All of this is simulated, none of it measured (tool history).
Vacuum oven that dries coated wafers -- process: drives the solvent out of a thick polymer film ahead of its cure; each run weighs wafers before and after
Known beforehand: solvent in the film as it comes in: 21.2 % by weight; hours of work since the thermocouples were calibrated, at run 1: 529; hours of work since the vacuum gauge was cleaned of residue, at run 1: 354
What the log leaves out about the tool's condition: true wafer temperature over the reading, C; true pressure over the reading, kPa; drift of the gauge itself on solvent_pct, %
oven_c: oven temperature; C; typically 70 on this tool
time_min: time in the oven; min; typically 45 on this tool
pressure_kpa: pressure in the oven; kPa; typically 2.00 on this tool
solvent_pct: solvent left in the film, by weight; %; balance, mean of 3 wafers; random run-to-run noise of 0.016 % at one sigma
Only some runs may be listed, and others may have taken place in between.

| run | hour | oven_c | time_min | pressure_kpa | hours of work since the thermocouples were calibrated | hours of work since the vacuum gauge was cleaned of residue | solvent_pct |
|---|---|---|---|---|---|---|---|
| 1 | 0.0 | 70 | 45 | 2.00 | 529 | 354 | 5.23 |
| 2 | 16.4 | 70 | 45 | 2.00 | 536 | 361 | 5.20 |
| 3 | 39.3 | 70 | 45 | 2.00 | 545 | 370 | 5.24 |
| 4 | 58.8 | 70 | 45 | 2.00 | 553 | 378 | 5.23 |
| 5 | 82.8 | 70 | 45 | 5.04 | 563 | 388 | 6.96 |
| 6 | 99.9 | 74 | 45 | 2.00 | 570 | 395 | 4.10 |
| 7 | 122.1 | 74 | 45 | 2.00 | 580 | 405 | 4.09 |
| 8 | 146.4 | 74 | 45 | 2.00 | 590 | 415 | 4.07 |
| 9 | 175.4 | 59 | 45 | 2.00 | 602 | 427 | 8.78 |
| 10 | 193.7 | 74 | 45 | 2.00 | 609 | 434 | 4.10 |
| 11 | 218.5 | 70 | 45 | 3.05 | 620 | 445 | 5.79 |
| 12 | 246.0 | 70 | 45 | 3.05 | 631 | 456 | 5.77 |
| 13 | 280.5 | 70 | 45 | 3.05 | 646 | 471 | 5.79 |
| 14 | 302.2 | 70 | 45 | 2.00 | 655 | 480 | 5.20 |
| 15 | 325.3 | 70 | 45 | 2.00 | 664 | 489 | 5.20 |
| 16 | 348.5 | 70 | 45 | 2.00 | 674 | 499 | 5.18 |
| 17 | 366.2 | 70 | 45 | 2.00 | 681 | 506 | 5.21 |
| 18 | 402.8 | 80 | 45 | 2.00 | 696 | 521 | 2.67 |
| 19 | 425.9 | 57 | 45 | 2.00 | 706 | 531 | 9.42 |
| 20 | 447.2 | 57 | 45 | 2.00 | 715 | 540 | 9.48 |
| 21 | 482.1 | 60 | 24 | 2.00 | 729 | 555 | 11.73 |
| 22 | 512.4 | 60 | 24 | 2.00 | 742 | 567 | 11.72 |
| 23 | 550.8 | 70 | 29 | 4.79 | 758 | 583 | 9.05 |
| 24 | 575.0 | 70 | 29 | 4.79 | 768 | 593 | 9.10 |
| 25 | 602.8 | 79 | 54 | 4.79 | 780 | 605 | 3.50 |
| 26 | 623.9 | 79 | 54 | 4.79 | 789 | 614 | 3.47 |
| 27 | 644.9 | 70 | 62 | 1.30 | 797 | 622 | 3.15 |
| 28 | 679.4 | 65 | 45 | 1.30 | 812 | 637 | 6.28 |
| 29 | 706.7 | 70 | 42 | 3.29 | 823 | 648 | 6.23 |
| 30 | 727.4 | 65 | 42 | 4.07 | 832 | 657 | 8.41 |
| 31 | 763.4 | 65 | 42 | 4.07 | 847 | 672 | 8.38 |
| 32 | 800.4 | 67 | 27 | 1.56 | 862 | 687 | 8.79 |
| 33 | 831.9 | 64 | 49 | 2.00 | 875 | 700 | 6.53 |
| 34 | 856.5 | 64 | 49 | 2.00 | 885 | 710 | 6.53 |
| 35 | 887.3 | 64 | 50 | 2.00 | 898 | 723 | 6.38 |
| 36 | 904.8 | 80 | 26 | 2.00 | 905 | 730 | 5.33 |
| 37 | 931.8 | 70 | 60 | 5.10 | 917 | 742 | 5.59 |
| 38 | 961.4 | 57 | 38 | 2.12 | 929 | 754 | 10.32 |
| 39 | 976.9 | 70 | 45 | 1.06 | 935 | 760 | 4.57 |

4 options for the next run, each taken on its own from the tool as it stands now. Forecast them:
| A | 1012.3 | 70 | 45 | 5.04 | 950 | 775 | ? |
| B | 1012.3 | 76 | 45 | 1.32 | 950 | 775 | ? |
| C | 1012.3 | 70 | 40 | 2.94 | 950 | 775 | ? |
| D | 1012.3 | 60 | 46 | 3.01 | 950 | 775 | ? |

| run | solvent_pct |
|---|---|
| A | 6.82 |
| B | 3.15 |
| C | 6.25 |
| D | 8.96 |
Take away the tool's hidden state, keep each run's random variation, and the runs would have read:
| run | solvent_pct |
|---|---|
| A | 7.30 |
| B | 3.48 |
| C | 6.70 |
| D | 9.45 |
